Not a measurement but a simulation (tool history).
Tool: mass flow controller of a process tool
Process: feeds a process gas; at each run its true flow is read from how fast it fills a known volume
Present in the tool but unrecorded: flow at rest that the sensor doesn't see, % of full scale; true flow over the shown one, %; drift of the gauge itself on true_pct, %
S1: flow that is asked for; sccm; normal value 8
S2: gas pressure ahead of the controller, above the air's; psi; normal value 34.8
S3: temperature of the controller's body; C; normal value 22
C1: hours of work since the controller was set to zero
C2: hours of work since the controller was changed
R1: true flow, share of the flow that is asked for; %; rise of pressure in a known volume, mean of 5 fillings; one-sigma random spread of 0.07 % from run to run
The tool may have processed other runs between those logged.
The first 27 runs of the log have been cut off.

{"run": 28, "hour": 2700.0, "S1": 15, "S2": 29.4, "S3": 28, "C1": 2447, "C2": 2447, "R1": 99.27}
{"run": 29, "hour": 2773.8, "S1": 15, "S2": 27.3, "S3": 27, "C1": 2474, "C2": 2474, "R1": 99.13}
{"run": 30, "hour": 2904.6, "S1": 3, "S2": 27.4, "S3": 28, "C1": 2522, "C2": 2522, "R1": 97.24}
{"run": 31, "hour": 3036.3, "S1": 8, "S2": 37.9, "S3": 35, "C1": 2571, "C2": 2571, "R1": 98.25}
{"run": 32, "hour": 3163.6, "S1": 8, "S2": 32.6, "S3": 35, "C1": 2618, "C2": 2618, "R1": 98.09}
{"run": 33, "hour": 3295.2, "S1": 8, "S2": 32.6, "S3": 35, "C1": 2666, "C2": 2666, "R1": 98.04}
{"run": 34, "hour": 3356.2, "S1": 8, "S2": 22.6, "S3": 22, "C1": 2688, "C2": 2688, "R1": 98.15}
{"run": 35, "hour": 3448.7, "S1": 8, "S2": 22.6, "S3": 22, "C1": 2722, "C2": 2722, "R1": 98.19}
{"run": 36, "hour": 3518.5, "S1": 13, "S2": 26.0, "S3": 27, "C1": 2748, "C2": 2748, "R1": 98.74}
{"run": 37, "hour": 3606.0, "S1": 13, "S2": 26.0, "S3": 27, "C1": 2780, "C2": 2780, "R1": 98.83}
{"run": 38, "hour": 3739.6, "S1": 13, "S2": 26.0, "S3": 27, "C1": 2829, "C2": 2829, "R1": 98.88}
{"run": 39, "hour": 3835.4, "S1": 12, "S2": 21.0, "S3": 29, "C1": 2864, "C2": 2864, "R1": 98.45}
{"run": 40, "hour": 3916.2, "S1": 10, "S2": 34.8, "S3": 22, "C1": 2894, "C2": 2894, "R1": 98.79}
{"run": 41, "hour": 4036.8, "S1": 11, "S2": 21.6, "S3": 39, "C1": 2938, "C2": 2938, "R1": 98.04}
{"run": 42, "hour": 4174.3, "S1": 3, "S2": 34.8, "S3": 26, "C1": 2989, "C2": 2989, "R1": 97.62}
{"run": 43, "hour": 4242.8, "S1": 17, "S2": 32.9, "S3": 21, "C1": 3014, "C2": 3014, "R1": 99.78}
{"run": 44, "hour": 4348.4, "S1": 17, "S2": 31.6, "S3": 31, "C1": 3053, "C2": 3053, "R1": 99.44}
{"run": 45, "hour": 4434.3, "S1": 9, "S2": 28.4, "S3": 22, "C1": 3084, "C2": 3084, "R1": 98.36}
{"run": 46, "hour": 4532.4, "S1": 9, "S2": 28.4, "S3": 22, "C1": 3120, "C2": 3120, "R1": 98.42}
{"run": 47, "hour": 4602.4, "S1": 4, "S2": 28.4, "S3": 39, "C1": 3146, "C2": 3146, "R1": 97.21}

What if the next run were any one of these 4? Each begins from the tool's condition after run 47:
{"run": "A", "hour": 4741.4, "S1": 10, "S2": 33.9, "S3": 23, "C1": 3197, "C2": 3197, "R1": "?"}
{"run": "B", "hour": 4741.4, "S1": 6, "S2": 25.5, "S3": 22, "C1": 3197, "C2": 3197, "R1": "?"}
{"run": "C", "hour": 4741.4, "S1": 8, "S2": 28.3, "S3": 22, "C1": 3197, "C2": 3197, "R1": "?"}
{"run": "D", "hour": 4741.4, "S1": 8, "S2": 26.8, "S3": 22, "C1": 3197, "C2": 3197, "R1": "?"}

run=A R1=98.76
run=B R1=97.89
run=C R1=98.16
run=D R1=98.30
With no hidden state in the tool, these same runs would have given:
run=A R1=98.76
run=B R1=97.89
run=C R1=98.16
run=D R1=98.30
